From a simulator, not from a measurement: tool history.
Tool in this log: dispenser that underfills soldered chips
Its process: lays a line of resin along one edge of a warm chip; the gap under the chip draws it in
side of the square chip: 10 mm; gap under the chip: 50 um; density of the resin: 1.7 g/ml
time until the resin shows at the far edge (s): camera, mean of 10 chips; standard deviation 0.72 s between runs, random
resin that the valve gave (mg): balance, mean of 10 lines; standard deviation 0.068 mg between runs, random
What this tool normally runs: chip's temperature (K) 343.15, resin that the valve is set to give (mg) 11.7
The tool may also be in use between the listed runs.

run	hour	chip's temperature (K)	resin that the valve is set to give (mg)	time until the resin shows at the far edge (s)	resin that the valve gave (mg)
1	0.0	343.15	11.7	124.8	11.06
# hour 0.9: new syringe of resin
2	8.9	343.15	11.7	105.8	11.17
# hour 12.9: new syringe of resin
3	16.1	343.15	11.7	78.3	10.99
# hour 24.4: new syringe of resin
4	24.8	343.15	11.7	65.5	10.91
5	31.1	343.15	12.9	94.1	11.95
# hour 35.9: new syringe of resin
6	38.9	343.15	12.9	76.1	12.05
7	43.0	343.15	12.9	99.4	11.86
# hour 47.2: new syringe of resin
8	47.2	358.15	10.3	42.8	9.54
9	51.7	358.15	10.3	58.1	9.42
10	56.7	351.15	10.4	93.9	9.52
# hour 58.8: new syringe of resin
11	61.2	336.15	11.8	92.5	10.79
12	67.3	331.15	11.0	162.2	9.86
# hour 70.6: new syringe of resin
13	74.0	334.15	13.7	101.5	12.42

Here are 4 independent what-if runs from the current tool condition. What would each one return?
A	78.3	342.15	13.6	?	?
B	78.3	345.15	14.6	?	?
C	78.3	343.15	12.2	?	?
D	78.3	354.15	11.7	?	?

run	time until the resin shows at the far edge (s)	resin that the valve gave (mg)
A	101.0	12.17
B	91.3	13.21
C	102.3	10.96
D	74.7	10.46
Take away the tool's hidden state, keep each run's random variation, and the runs would have read:
run	time until the resin shows at the far edge (s)	resin that the valve gave (mg)
A	65.9	13.49
B	59.8	14.65
C	66.1	12.15
D	48.0	11.60

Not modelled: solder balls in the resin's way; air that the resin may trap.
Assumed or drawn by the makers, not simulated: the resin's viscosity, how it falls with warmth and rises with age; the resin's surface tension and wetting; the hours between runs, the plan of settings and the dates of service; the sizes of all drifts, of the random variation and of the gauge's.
